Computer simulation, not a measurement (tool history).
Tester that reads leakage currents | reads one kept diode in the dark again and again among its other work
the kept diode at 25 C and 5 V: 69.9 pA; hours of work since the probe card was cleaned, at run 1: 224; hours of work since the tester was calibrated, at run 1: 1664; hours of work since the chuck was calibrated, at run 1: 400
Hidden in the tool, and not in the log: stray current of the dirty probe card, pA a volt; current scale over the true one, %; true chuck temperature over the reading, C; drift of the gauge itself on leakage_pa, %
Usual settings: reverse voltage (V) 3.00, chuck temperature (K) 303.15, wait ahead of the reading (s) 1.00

| run | day | reverse voltage (V) | chuck temperature (K) | wait ahead of the reading (s) | hours of work since the probe card was cleaned | hours of work since the tester was calibrated | hours of work since the chuck was calibrated | current that the tester gives (pA) |
|---|---|---|---|---|---|---|---|---|
| 1 | 0.000 | 3.00 | 303.15 | 1.00 | 224 | 1664 | 400 | 78.40 |
| 2 | 6.500 | 3.00 | 303.15 | 1.00 | 290 | 1730 | 466 | 77.09 |
| 3 | 12.192 | 3.00 | 303.15 | 1.00 | 347 | 1787 | 523 | 77.10 |
| 4 | 16.962 | 3.00 | 303.15 | 1.00 | 395 | 1836 | 571 | 76.24 |
| 5 | 22.542 | 3.00 | 294.15 | 1.00 | 452 | 1892 | 628 | 39.49 |
| 6 | 26.338 | 3.00 | 294.15 | 1.00 | 490 | 1930 | 666 | 39.22 |
| 7 | 29.571 | 3.00 | 303.15 | 1.00 | 523 | 1963 | 699 | 74.63 |
| 8 | 33.438 | 3.00 | 303.15 | 1.00 | 562 | 2002 | 738 | 74.03 |
|  | 35.483 | chuck's temperature calibrated |
| 9 | 37.471 | 6.25 | 303.15 | 1.00 | 602 | 2042 | 20 | 111.45 |
| 10 | 43.708 | 6.25 | 303.15 | 1.00 | 665 | 2105 | 83 | 111.41 |
| 11 | 46.971 | 3.00 | 294.15 | 1.00 | 698 | 2138 | 116 | 43.93 |
| 12 | 52.167 | 3.00 | 330.15 | 1.00 | 750 | 2190 | 168 | 483.77 |
| 13 | 56.962 | 3.00 | 330.15 | 7.70 | 798 | 2239 | 217 | 479.02 |
| 14 | 61.146 | 3.00 | 330.15 | 7.70 | 841 | 2281 | 259 | 474.60 |
| 15 | 66.179 | 3.00 | 330.15 | 7.70 | 891 | 2332 | 310 | 472.47 |
| 16 | 70.729 | 3.00 | 330.15 | 7.70 | 937 | 2378 | 356 | 470.60 |
| 17 | 73.646 | 3.00 | 330.15 | 7.70 | 967 | 2407 | 385 | 465.55 |
| 18 | 77.338 | 3.00 | 330.15 | 0.77 | 1004 | 2444 | 423 | 463.92 |
| 19 | 83.604 | 3.00 | 330.15 | 0.77 | 1067 | 2507 | 486 | 457.87 |
| 20 | 88.421 | 3.13 | 303.15 | 1.00 | 1116 | 2556 | 534 | 79.76 |
| 21 | 91.583 | 3.13 | 303.15 | 1.00 | 1148 | 2588 | 566 | 79.01 |
| 22 | 96.833 | 3.13 | 303.15 | 1.00 | 1201 | 2641 | 619 | 78.95 |
| 23 | 100.842 | 3.92 | 304.15 | 1.00 | 1241 | 2681 | 660 | 92.09 |
| 24 | 106.942 | 2.48 | 318.15 | 5.32 | 1303 | 2743 | 721 | 193.37 |
|  | 109.521 | tester calibrated |
|  | 110.950 | chuck's temperature calibrated |
| 25 | 112.083 | 2.48 | 318.15 | 2.08 | 1353 | 25 | 11 | 225.53 |
| 26 | 116.633 | 5.68 | 318.15 | 2.08 | 1399 | 71 | 57 | 307.81 |
| 27 | 121.358 | 5.68 | 318.15 | 2.08 | 1447 | 119 | 105 | 304.41 |
| 28 | 124.596 | 5.68 | 318.15 | 2.08 | 1479 | 151 | 138 | 302.28 |
| 29 | 129.796 | 1.45 | 316.15 | 0.59 | 1532 | 204 | 190 | 156.91 |
| 30 | 132.550 | 3.12 | 303.15 | 1.00 | 1560 | 232 | 218 | 88.51 |
| 31 | 135.492 | 3.64 | 296.15 | 4.23 | 1589 | 261 | 248 | 59.38 |
| 32 | 139.229 | 3.64 | 296.15 | 4.23 | 1627 | 299 | 285 | 59.30 |
| 33 | 142.950 | 3.63 | 296.15 | 2.63 | 1665 | 337 | 323 | 58.86 |
| 34 | 145.700 | 3.00 | 303.15 | 5.72 | 1692 | 364 | 351 | 85.48 |
| 35 | 150.304 | 3.00 | 303.15 | 5.72 | 1739 | 411 | 397 | 85.65 |
| 36 | 156.067 | 2.80 | 303.15 | 2.10 | 1797 | 469 | 455 | 82.31 |
| 37 | 160.200 | 2.80 | 303.15 | 2.10 | 1839 | 511 | 497 | 80.92 |
| 38 | 163.288 | 2.80 | 303.15 | 2.10 | 1870 | 542 | 528 | 81.08 |
| 39 | 167.196 | 8.41 | 303.15 | 9.53 | 1909 | 581 | 568 | 131.81 |
| 40 | 171.312 | 2.84 | 293.15 | 2.19 | 1951 | 623 | 609 | 41.87 |

Hidden state at the last listed run before each entry between runs and at the first one after, where it differs:
Between runs 8 and 9: chuck's temperature calibrated (day 35.483)
  stray current of the dirty probe card, pA a volt: 0.819 -> 0.876; current scale over the true one, %: -1.61 -> -1.65; true chuck temperature over the reading, C: -1.94 -> -0.23
  measured less the result without the state, current that the tester gives (pA): -9.84 -> +1.64
Between runs 24 and 25: tester calibrated (day 109.521); chuck's temperature calibrated (day 110.950)
  stray current of the dirty probe card, pA a volt: 1.866 -> 1.934; current scale over the true one, %: -2.22 -> -0.1; true chuck temperature over the reading, C: -2.06 -> 0.02
  measured less the result without the state, current that the tester gives (pA): -28.03 -> +4.81
